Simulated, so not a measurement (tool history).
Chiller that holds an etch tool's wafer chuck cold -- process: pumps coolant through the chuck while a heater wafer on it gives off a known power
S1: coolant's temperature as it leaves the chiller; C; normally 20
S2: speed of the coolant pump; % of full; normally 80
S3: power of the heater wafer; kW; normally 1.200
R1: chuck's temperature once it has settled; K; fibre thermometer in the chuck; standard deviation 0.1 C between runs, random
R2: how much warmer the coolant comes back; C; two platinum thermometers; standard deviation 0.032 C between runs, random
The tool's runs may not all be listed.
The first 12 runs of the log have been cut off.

run     day  S1  S2     S3      R1    R2
 13  24.421  20  80  1.200  302.25  3.66
 14  26.529  20  80  1.200  302.45  3.65
 15  28.071  20  80  1.200  302.45  3.71
 16  29.571  13  80  1.200  295.35  3.67
 17  30.954  13  80  1.200  295.45  3.75
 18  33.262  24  80  0.629  301.85  2.03
 19  35.362  20  82  0.741  298.75  2.36
 20  37.038  20  82  0.741  298.55  2.30
 21  38.508  11  64  0.905  292.15  3.66
 22  40.750  20  80  0.929  300.25  2.96
 23  42.117  20  80  0.929  300.15  2.92
 24  43.825  20  80  0.929  300.15  2.94
 25  46.475  17  80  0.744  295.85  2.42
 26  48.396  17  80  0.744  295.85  2.41
 27  50.229  23  95  1.654  307.55  4.29
     51.808  -- gauge calibrated
 28  52.558  20  70  1.200  303.15  4.11
 29  53.917  12  92  0.634  289.65  1.56
 30  55.888  12  92  0.634  289.55  1.56
 31  58.500  23  83  1.339  306.35  3.86
 32  60.638  23  83  1.339  306.15  3.82

Alternative continuations, all from the tool just after run 32; predict every row:
  A  62.046  17  64  0.986   ?   ?
  B  62.046  23  84  1.339   ?   ?
  C  62.046  13  95  1.398   ?   ?

run      R1    R2
  A  298.95  3.77
  B  306.05  3.81
  C  295.75  3.40
With the hidden condition removed and each run's random variation left untouched, the same runs would have given:
run      R1    R2
  A  298.95  3.71
  B  306.05  3.75
  C  295.75  3.34
